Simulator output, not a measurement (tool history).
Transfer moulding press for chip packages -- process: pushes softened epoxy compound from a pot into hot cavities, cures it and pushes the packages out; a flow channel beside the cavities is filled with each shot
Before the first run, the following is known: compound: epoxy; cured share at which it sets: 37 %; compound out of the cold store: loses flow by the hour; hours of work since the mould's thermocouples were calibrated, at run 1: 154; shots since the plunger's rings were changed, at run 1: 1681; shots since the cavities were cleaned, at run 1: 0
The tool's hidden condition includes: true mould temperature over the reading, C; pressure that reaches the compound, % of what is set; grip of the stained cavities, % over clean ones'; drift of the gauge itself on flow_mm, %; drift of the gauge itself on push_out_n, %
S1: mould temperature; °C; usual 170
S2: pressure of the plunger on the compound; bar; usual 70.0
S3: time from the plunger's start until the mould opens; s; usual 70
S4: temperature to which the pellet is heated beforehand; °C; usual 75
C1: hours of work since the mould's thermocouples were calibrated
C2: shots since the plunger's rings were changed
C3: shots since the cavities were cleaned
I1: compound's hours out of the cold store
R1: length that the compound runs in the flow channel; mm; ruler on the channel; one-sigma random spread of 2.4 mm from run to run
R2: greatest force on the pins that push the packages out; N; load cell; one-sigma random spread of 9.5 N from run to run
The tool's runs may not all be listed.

run 1 hour=0.0 | S1=170 S2=70.0 S3=70 S4=75 | C1=154 C2=1681 C3=0 | I1=40.1 | R1=474 R2=454
run 2 hour=34.3 | S1=170 S2=70.0 S3=70 S4=75 | C1=173 C2=2108 C3=427 | I1=47.9 | R1=468 R2=728
-- hour=51.2 cavities cleaned with cleaning compound and waxed
run 3 hour=64.1 | S1=170 S2=72.2 S3=70 S4=75 | C1=190 C2=2460 C3=160 | I1=27.8 | R1=496 R2=910
-- hour=102.8 cavities cleaned with cleaning compound and waxed
run 4 hour=109.5 | S1=170 S2=83.0 S3=70 S4=75 | C1=215 C2=3006 C3=83 | I1=10.9 | R1=549 R2=526
-- hour=119.3 cavities cleaned with cleaning compound and waxed, once more
run 5 hour=151.3 | S1=170 S2=83.0 S3=70 S4=75 | C1=238 C2=3508 C3=398 | I1=11.0 | R1=543 R2=733
-- hour=172.9 cavities cleaned with cleaning compound and waxed
run 6 hour=193.9 | S1=170 S2=83.0 S3=70 S4=75 | C1=261 C2=4019 C3=261 | I1=10.5 | R1=543 R2=641
run 7 hour=212.9 | S1=170 S2=70.0 S3=70 S4=74 | C1=272 C2=4256 C3=498 | I1=16.3 | R1=485 R2=788
-- hour=224.3 cavities cleaned with cleaning compound and waxed
run 8 hour=251.5 | S1=175 S2=70.0 S3=70 S4=74 | C1=293 C2=4718 C3=339 | I1=33.9 | R1=456 R2=620
-- hour=276.0 cavities cleaned with cleaning compound and waxed
run 9 hour=279.4 | S1=175 S2=70.0 S3=70 S4=74 | C1=308 C2=5047 C3=43 | I1=42.2 | R1=444 R2=441
-- hour=284.3 plunger's sealing rings changed
-- hour=329.5 cavities cleaned with cleaning compound and waxed
run 10 hour=329.5 | S1=170 S2=70.0 S3=70 S4=75 | C1=334 C2=543 C3=0 | I1=42.5 | R1=485 R2=436
run 11 hour=368.9 | S1=170 S2=74.0 S3=70 S4=75 | C1=357 C2=1034 C3=491 | I1=13.3 | R1=530 R2=782
-- hour=382.3 cavities cleaned with cleaning compound and waxed
run 12 hour=396.1 | S1=170 S2=74.0 S3=70 S4=75 | C1=371 C2=1354 C3=172 | I1=45.4 | R1=490 R2=599
-- hour=434.1 cavities cleaned with cleaning compound and waxed
run 13 hour=435.6 | S1=170 S2=62.0 S3=70 S4=75 | C1=393 C2=1827 C3=18 | I1=21.6 | R1=470 R2=462

Run 14 has not been measured yet. What should we expect?
run 14 hour=480.4 | S1=170 S2=70.0 S3=82 S4=75 | C1=419 C2=2384 C3=575 | I1=22.9 | R1=? R2=?

{"run 14": {"R1": 492, "R2": 725}}
If the tool had no hidden condition, the same run with the same run-to-run variation would have returned R1 509 mm, R2 389 N.
